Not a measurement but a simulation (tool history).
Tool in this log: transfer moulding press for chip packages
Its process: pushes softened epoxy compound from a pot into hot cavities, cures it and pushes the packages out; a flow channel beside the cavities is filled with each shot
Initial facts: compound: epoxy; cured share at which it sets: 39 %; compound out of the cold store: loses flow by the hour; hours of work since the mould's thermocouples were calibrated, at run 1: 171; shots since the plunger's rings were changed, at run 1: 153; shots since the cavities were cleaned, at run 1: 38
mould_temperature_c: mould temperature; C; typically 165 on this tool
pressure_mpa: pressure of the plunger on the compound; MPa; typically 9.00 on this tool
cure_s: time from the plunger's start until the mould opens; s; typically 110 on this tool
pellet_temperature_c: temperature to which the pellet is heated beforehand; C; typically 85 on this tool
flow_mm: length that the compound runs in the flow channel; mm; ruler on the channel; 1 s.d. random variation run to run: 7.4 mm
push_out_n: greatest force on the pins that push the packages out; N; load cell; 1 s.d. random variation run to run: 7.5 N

run	day	mould_temperature_c	pressure_mpa	cure_s	pellet_temperature_c	hours of work since the mould's thermocouples were calibrated	shots since the plunger's rings were changed	shots since the cavities were cleaned	incoming compound's hours out of the cold store	flow_mm	push_out_n
1	0.000	165	9.00	110	85	171	153	38	21.3	848	348
2	0.296	165	9.00	110	85	173	199	84	14.5	870	361
3	0.500	165	9.00	110	85	175	230	115	44.4	753	354
4	0.712	165	9.00	110	85	178	264	149	36.8	798	384
5	0.983	165	9.00	109	85	180	306	191	21.5	839	427
6	1.179	165	9.00	109	85	182	336	221	33.7	791	394
7	1.492	165	10.11	110	85	185	385	270	14.0	951	439
8	1.838	165	9.00	110	85	189	438	323	11.4	889	458
9	2.038	165	9.00	120	85	191	469	354	18.5	852	422
10	2.325	165	9.00	120	85	193	514	399	31.1	817	427
11	2.621	165	9.00	120	85	196	560	445	27.2	830	434
# day 2.988: cavities cleaned with cleaning compound and waxed
12	2.988	165	9.00	120	85	199	607	0	47.5	742	276
13	3.262	165	9.00	120	85	202	650	43	28.2	816	312
14	3.538	165	9.00	120	85	205	692	85	30.8	800	326
15	3.979	165	9.00	128	93	209	761	154	10.6	889	328
16	4.417	165	8.81	128	82	213	829	222	47.6	736	357
17	4.746	165	6.98	128	85	217	879	272	9.7	777	357
18	5.067	161	8.81	118	94	220	929	322	47.3	749	437
19	5.504	172	7.52	139	92	224	997	390	24.1	763	359
20	5.746	172	6.98	91	92	226	1035	428	44.1	656	425
21	6.029	171	8.85	104	84	229	1079	472	33.8	775	410
# day 6.225: cavities cleaned with cleaning compound and waxed
22	6.438	171	8.85	104	84	233	1133	34	8.8	875	287
23	6.646	159	9.74	91	86	235	1165	66	22.0	890	798
24	6.833	162	7.94	110	85	237	1194	95	34.0	761	443
25	7.017	165	10.44	112	85	238	1223	124	42.1	836	380
26	7.375	166	7.07	116	85	242	1278	179	17.7	761	364
27	7.754	165	9.00	105	85	246	1337	238	39.4	763	423
28	8.088	165	9.00	105	85	249	1389	290	41.4	750	459

Some steps in flow_mm between neighbouring runs. How much of each would the tool show without its hidden state too (settings, what came in, random variation), and how much is left for the hidden state, with any gauge scatter that isn't in both results?
The tool's hidden condition here consists of: true mould temperature over the reading, C; pressure that reaches the compound, % of what is set; grip of the stained cavities, % over clean ones'; drift of the gauge itself on flow_mm, %; drift of the gauge itself on push_out_n, %.
Run 6 -> 7: pressure_mpa 9.00 -> 10.11, cure_s 109 -> 110. flow_mm +160 mm: hidden state -2, all else +162.
Run 15 -> 16: pressure_mpa 9.00 -> 8.81, pellet_temperature_c 93 -> 82. flow_mm -153 mm: hidden state +1, all else -154.
Run 23 -> 24: mould_temperature_c 159 -> 162, pressure_mpa 9.74 -> 7.94, cure_s 91 -> 110, pellet_temperature_c 86 -> 85. flow_mm -129 mm: hidden state +3, all else -132.
